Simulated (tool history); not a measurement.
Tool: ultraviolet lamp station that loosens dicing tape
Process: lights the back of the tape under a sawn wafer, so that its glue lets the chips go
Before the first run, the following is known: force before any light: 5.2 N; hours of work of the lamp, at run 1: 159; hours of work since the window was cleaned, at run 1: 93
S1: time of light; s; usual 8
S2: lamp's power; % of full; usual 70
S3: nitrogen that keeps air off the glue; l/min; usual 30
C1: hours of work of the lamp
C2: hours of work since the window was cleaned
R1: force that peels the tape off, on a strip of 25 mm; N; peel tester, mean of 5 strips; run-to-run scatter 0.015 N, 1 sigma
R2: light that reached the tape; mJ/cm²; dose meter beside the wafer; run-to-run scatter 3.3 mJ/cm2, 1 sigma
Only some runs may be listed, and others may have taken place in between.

run    day  S1  S2  S3   C1   C2     R1   R2
  1      0   8  70  30  159   93  0.819  464
  2  0.158   8  70  30  162   96  0.828  469
  3  0.367   8  70  30  166   99  0.836  461
  4  0.608   8  70  30  170  104  0.818  465
  5  0.792   8  70  30  173  107  0.848  458
  6  1.179   8  70  30  181  114  0.851  455
  7  1.562   8  70  49  188  121  0.651  455
  8  1.929   8  70  49  194  128  0.694  459
  9  2.167   8  66  49  199  132  0.751  428
 10  2.342   5  78  14  202  136  1.916  313
 11  2.558   5  78  14  206  140  1.911  316
 12  2.796   5  78  14  210  144  1.944  316
 13  3.067   8  75  10  215  149  1.422  477
 14  3.229   6  92  41  218  152   0.78  443
 15  3.525   4  68  19  224  157  2.337  219
 16  3.779   8  65  30  228  162  0.987  415
 17  4.033   8  65  30  233  167  1.011  402

Below, each run's measurement less what the same run would have read without the hidden state. Both values contain the same run-to-run variation, but the gauge's scatter may not be the same in both:
Hidden state present: lamp's light, % of a new lamp's; light that the window lets through, % of a clean one's; drift of the gauge itself on peel_n, %; drift of the gauge itself on dose_mj_cm2, %.
run      R1   R2
  1  +0.127  -53
  2  +0.131  -54
  3  +0.135  -56
  4  +0.137  -57
  5  +0.143  -58
  6  +0.149  -60
  7  +0.123  -62
  8  +0.134  -66
  9  +0.148  -63
 10  +0.253  -48
 11  +0.257  -49
 12  +0.265  -50
 13  +0.249  -78
 14  +0.168  -74
 15  +0.278  -37
 16  +0.211  -72
 17  +0.222  -73
